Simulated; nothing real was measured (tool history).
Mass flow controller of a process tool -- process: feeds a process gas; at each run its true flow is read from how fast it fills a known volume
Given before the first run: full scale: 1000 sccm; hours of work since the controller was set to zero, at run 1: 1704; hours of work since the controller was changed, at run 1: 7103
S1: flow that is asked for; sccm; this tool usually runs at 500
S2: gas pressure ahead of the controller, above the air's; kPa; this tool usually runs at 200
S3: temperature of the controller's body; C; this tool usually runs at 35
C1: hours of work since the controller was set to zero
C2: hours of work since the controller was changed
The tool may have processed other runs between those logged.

{"run": 1, "hour": 0.0, "S1": 500, "S2": 200, "S3": 35, "C1": 1704, "C2": 7103, "true flow (%)": 98.65}
{"run": 2, "hour": 441.7, "S1": 500, "S2": 218, "S3": 35, "C1": 1961, "C2": 7360, "true flow (%)": 98.82}
{"run": 3, "hour": 861.3, "S1": 500, "S2": 200, "S3": 35, "C1": 2206, "C2": 7605, "true flow (%)": 98.54}
{"run": 4, "hour": 1294.1, "S1": 500, "S2": 200, "S3": 24, "C1": 2458, "C2": 7857, "true flow (%)": 99.61}
{"run": 5, "hour": 1535.7, "S1": 500, "S2": 181, "S3": 35, "C1": 2599, "C2": 7998, "true flow (%)": 98.43}
{"run": 6, "hour": 1815.8, "S1": 500, "S2": 181, "S3": 35, "C1": 2762, "C2": 8161, "true flow (%)": 98.51}
{"run": 7, "hour": 2119.5, "S1": 293, "S2": 200, "S3": 35, "C1": 2939, "C2": 8338, "true flow (%)": 98.41}
{"run": 8, "hour": 2586.1, "S1": 500, "S2": 200, "S3": 35, "C1": 3211, "C2": 8610, "true flow (%)": 98.61}
{"run": 9, "hour": 2954.0, "S1": 500, "S2": 200, "S3": 35, "C1": 3425, "C2": 8825, "true flow (%)": 98.58}
{"run": 10, "hour": 3195.3, "S1": 500, "S2": 200, "S3": 35, "C1": 3566, "C2": 8965, "true flow (%)": 98.52}
{"run": 11, "hour": 3500.5, "S1": 500, "S2": 200, "S3": 35, "C1": 3744, "C2": 9143, "true flow (%)": 98.55}
{"run": 12, "hour": 3736.7, "S1": 230, "S2": 200, "S3": 35, "C1": 3882, "C2": 9281, "true flow (%)": 98.31}
{"run": 13, "hour": 4083.2, "S1": 189, "S2": 222, "S3": 23, "C1": 4084, "C2": 9483, "true flow (%)": 99.8}
{"run": 14, "hour": 4458.4, "S1": 500, "S2": 197, "S3": 35, "C1": 4302, "C2": 9702, "true flow (%)": 98.61}
{"run": 15, "hour": 4895.4, "S1": 500, "S2": 197, "S3": 35, "C1": 4557, "C2": 9956, "true flow (%)": 98.51}
{"run": 16, "hour": 5329.2, "S1": 181, "S2": 160, "S3": 22, "C1": 4810, "C2": 10209, "true flow (%)": 99.35}
{"run": 17, "hour": 5627.1, "S1": 181, "S2": 160, "S3": 27, "C1": 4984, "C2": 10383, "true flow (%)": 98.83}
{"hour": 5967.3, "done": "controller's zero set anew"}
{"run": 18, "hour": 6066.3, "S1": 181, "S2": 160, "S3": 27, "C1": 58, "C2": 10639, "true flow (%)": 98.9}
{"run": 19, "hour": 6452.4, "S1": 351, "S2": 151, "S3": 35, "C1": 283, "C2": 10864, "true flow (%)": 98.19}
{"run": 20, "hour": 6889.0, "S1": 137, "S2": 200, "S3": 35, "C1": 537, "C2": 11118, "true flow (%)": 98.19}
{"run": 21, "hour": 7316.4, "S1": 137, "S2": 195, "S3": 38, "C1": 786, "C2": 11367, "true flow (%)": 97.9}
{"run": 22, "hour": 7754.1, "S1": 535, "S2": 200, "S3": 28, "C1": 1042, "C2": 11622, "true flow (%)": 99.28}
{"run": 23, "hour": 7976.9, "S1": 535, "S2": 200, "S3": 28, "C1": 1171, "C2": 11752, "true flow (%)": 99.27}
{"run": 24, "hour": 8435.6, "S1": 535, "S2": 200, "S3": 28, "C1": 1439, "C2": 12020, "true flow (%)": 99.26}

3 options for the next run, each taken on its own from the tool as it stands now. Forecast them:
{"run": "A", "hour": 8799.3, "S1": 500, "S2": 163, "S3": 38, "C1": 1651, "C2": 12232, "true flow (%)": "?"}
{"run": "B", "hour": 8799.3, "S1": 165, "S2": 177, "S3": 23, "C1": 1651, "C2": 12232, "true flow (%)": "?"}
{"run": "C", "hour": 8799.3, "S1": 467, "S2": 193, "S3": 24, "C1": 1651, "C2": 12232, "true flow (%)": "?"}

run=A true_flow_(%)=98.03
run=B true_flow_(%)=99.39
run=C true_flow_(%)=99.62
The same runs, with their run-to-run variation unchanged, on a tool lacking any hidden condition would have given:
run=A true_flow_(%)=98.02
run=B true_flow_(%)=99.38
run=C true_flow_(%)=99.60
